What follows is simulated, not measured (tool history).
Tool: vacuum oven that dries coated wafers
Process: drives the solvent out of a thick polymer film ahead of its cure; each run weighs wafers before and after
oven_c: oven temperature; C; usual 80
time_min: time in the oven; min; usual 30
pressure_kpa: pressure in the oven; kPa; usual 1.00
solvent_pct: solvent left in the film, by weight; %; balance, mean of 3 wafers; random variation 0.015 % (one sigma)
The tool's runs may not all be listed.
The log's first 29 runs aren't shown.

{"run": 30, "hour": 335.7, "oven_c": 80, "time_min": 30, "pressure_kpa": 0.53, "solvent_pct": 0.51}
{"run": 31, "hour": 347.0, "oven_c": 80, "time_min": 30, "pressure_kpa": 0.53, "solvent_pct": 0.51}
{"run": 32, "hour": 359.5, "oven_c": 80, "time_min": 42, "pressure_kpa": 3.39, "solvent_pct": 0.84}
{"run": 33, "hour": 371.1, "oven_c": 80, "time_min": 42, "pressure_kpa": 3.39, "solvent_pct": 0.83}
{"run": 34, "hour": 379.8, "oven_c": 75, "time_min": 36, "pressure_kpa": 1.0, "solvent_pct": 0.91}
{"run": 35, "hour": 389.1, "oven_c": 75, "time_min": 36, "pressure_kpa": 1.0, "solvent_pct": 0.9}
{"run": 36, "hour": 398.5, "oven_c": 92, "time_min": 19, "pressure_kpa": 1.0, "solvent_pct": 0.29}
{"run": 37, "hour": 407.5, "oven_c": 68, "time_min": 50, "pressure_kpa": 1.38, "solvent_pct": 1.44}
{"run": 38, "hour": 420.7, "oven_c": 84, "time_min": 16, "pressure_kpa": 0.77, "solvent_pct": 1.39}
{"run": 39, "hour": 429.5, "oven_c": 78, "time_min": 16, "pressure_kpa": 1.12, "solvent_pct": 2.88}
{"run": 40, "hour": 443.2, "oven_c": 80, "time_min": 23, "pressure_kpa": 1.34, "solvent_pct": 1.17}
{"run": 41, "hour": 456.7, "oven_c": 76, "time_min": 30, "pressure_kpa": 1.0, "solvent_pct": 1.13}
{"run": 42, "hour": 467.2, "oven_c": 77, "time_min": 46, "pressure_kpa": 2.28, "solvent_pct": 0.75}
{"run": 43, "hour": 476.4, "oven_c": 88, "time_min": 50, "pressure_kpa": 2.28, "solvent_pct": 0.39}
{"run": 44, "hour": 489.1, "oven_c": 80, "time_min": 30, "pressure_kpa": 3.44, "solvent_pct": 1.17}
{"run": 45, "hour": 503.1, "oven_c": 66, "time_min": 50, "pressure_kpa": 0.54, "solvent_pct": 1.48}
{"run": 46, "hour": 511.8, "oven_c": 90, "time_min": 53, "pressure_kpa": 0.52, "solvent_pct": 0.1}
{"run": 47, "hour": 522.9, "oven_c": 90, "time_min": 53, "pressure_kpa": 0.52, "solvent_pct": 0.08}

Forecast each of these 4 alternatives for the next run:
{"run": "A", "hour": 536.4, "oven_c": 80, "time_min": 30, "pressure_kpa": 0.61, "solvent_pct": "?"}
{"run": "B", "hour": 536.4, "oven_c": 71, "time_min": 53, "pressure_kpa": 2.76, "solvent_pct": "?"}
{"run": "C", "hour": 536.4, "oven_c": 80, "time_min": 48, "pressure_kpa": 0.52, "solvent_pct": "?"}
{"run": "D", "hour": 536.4, "oven_c": 90, "time_min": 41, "pressure_kpa": 1.34, "solvent_pct": "?"}

run=A solvent_pct=0.52
run=B solvent_pct=1.31
run=C solvent_pct=0.14
run=D solvent_pct=0.21
Without the tool's hidden state the same runs would have given:
run=A solvent_pct=0.65
run=B solvent_pct=1.49
run=C solvent_pct=0.16
run=D solvent_pct=0.21
